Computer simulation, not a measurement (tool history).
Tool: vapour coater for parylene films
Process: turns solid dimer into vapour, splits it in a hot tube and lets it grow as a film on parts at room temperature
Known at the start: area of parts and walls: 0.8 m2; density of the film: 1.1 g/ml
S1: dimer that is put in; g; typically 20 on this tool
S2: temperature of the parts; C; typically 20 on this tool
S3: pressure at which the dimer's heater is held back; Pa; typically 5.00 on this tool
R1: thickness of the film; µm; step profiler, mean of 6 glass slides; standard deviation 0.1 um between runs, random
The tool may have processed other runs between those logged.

| run | day | S1 | S2 | S3 | R1 |
|---|---|---|---|---|---|
| 1 | 0.000 | 20 | 20 | 5.00 | 17.70 |
| 2 | 0.800 | 20 | 20 | 5.00 | 17.40 |
| 3 | 1.646 | 11 | 20 | 5.00 | 9.65 |
| 4 | 2.488 | 11 | 20 | 5.00 | 9.59 |
| 5 | 3.029 | 20 | 24 | 5.00 | 15.61 |
| 6 | 3.421 | 20 | 20 | 5.00 | 17.69 |
| 7 | 4.154 | 20 | 20 | 2.79 | 18.52 |
| 8 | 4.992 | 20 | 20 | 2.79 | 18.40 |
| 9 | 5.871 | 20 | 20 | 2.79 | 18.54 |
| 10 | 6.362 | 20 | 20 | 2.79 | 18.75 |
| 11 | 6.925 | 20 | 20 | 2.79 | 18.32 |
| 12 | 7.679 | 20 | 20 | 5.00 | 17.46 |
| 13 | 8.050 | 20 | 20 | 5.00 | 17.27 |
| 14 | 8.800 | 20 | 20 | 5.00 | 17.29 |
| 15 | 9.692 | 20 | 20 | 2.15 | 18.91 |
| 16 | 10.388 | 20 | 20 | 5.26 | 17.19 |
| 17 | 10.912 | 20 | 20 | 5.26 | 17.47 |
| 18 | 11.833 | 20 | 20 | 5.26 | 17.17 |
| 19 | 12.542 | 20 | 20 | 5.00 | 17.08 |
| 20 | 12.938 | 20 | 20 | 5.00 | 17.35 |
| 21 | 13.596 | 20 | 20 | 5.00 | 17.19 |
| 22 | 14.229 | 28 | 20 | 5.00 | 24.22 |
| 23 | 14.917 | 20 | 17 | 3.62 | 19.68 |
| 24 | 15.317 | 27 | 13 | 2.36 | 28.90 |
| 25 | 15.688 | 27 | 13 | 5.57 | 28.52 |
| 26 | 16.117 | 27 | 24 | 7.40 | 20.03 |
| 27 | 16.933 | 30 | 13 | 4.46 | 31.93 |
|  | 17.475 | trap's valve overhauled |
| 28 | 17.788 | 15 | 27 | 2.55 | 11.69 |
| 29 | 18.188 | 15 | 27 | 2.55 | 11.62 |
|  | 18.292 | table's thermometer calibrated |
| 30 | 19.058 | 15 | 27 | 2.55 | 11.56 |
| 31 | 19.858 | 15 | 27 | 2.55 | 11.50 |
| 32 | 20.575 | 32 | 12 | 2.55 | 35.32 |
| 33 | 21.042 | 32 | 12 | 2.55 | 35.60 |
| 34 | 21.929 | 14 | 28 | 5.00 | 9.64 |
| 35 | 22.708 | 35 | 18 | 5.00 | 32.98 |
| 36 | 23.138 | 35 | 29 | 9.61 | 21.98 |
| 37 | 23.946 | 12 | 28 | 7.18 | 8.01 |
| 38 | 24.496 | 17 | 28 | 7.53 | 11.29 |
| 39 | 24.971 | 17 | 28 | 4.14 | 11.95 |
| 40 | 25.767 | 10 | 16 | 5.00 | 10.05 |

Alternative continuations, all from the tool just after run 40; predict every row:
| A | 26.667 | 9 | 16 | 5.00 | ? |
| B | 26.667 | 24 | 32 | 3.77 | ? |
| C | 26.667 | 19 | 12 | 5.00 | ? |

| run | R1 |
|---|---|
| A | 8.85 |
| B | 14.91 |
| C | 20.58 |
Had the tool no hidden state, the same runs would have come out as:
| run | R1 |
|---|---|
| A | 8.98 |
| B | 15.13 |
| C | 20.99 |
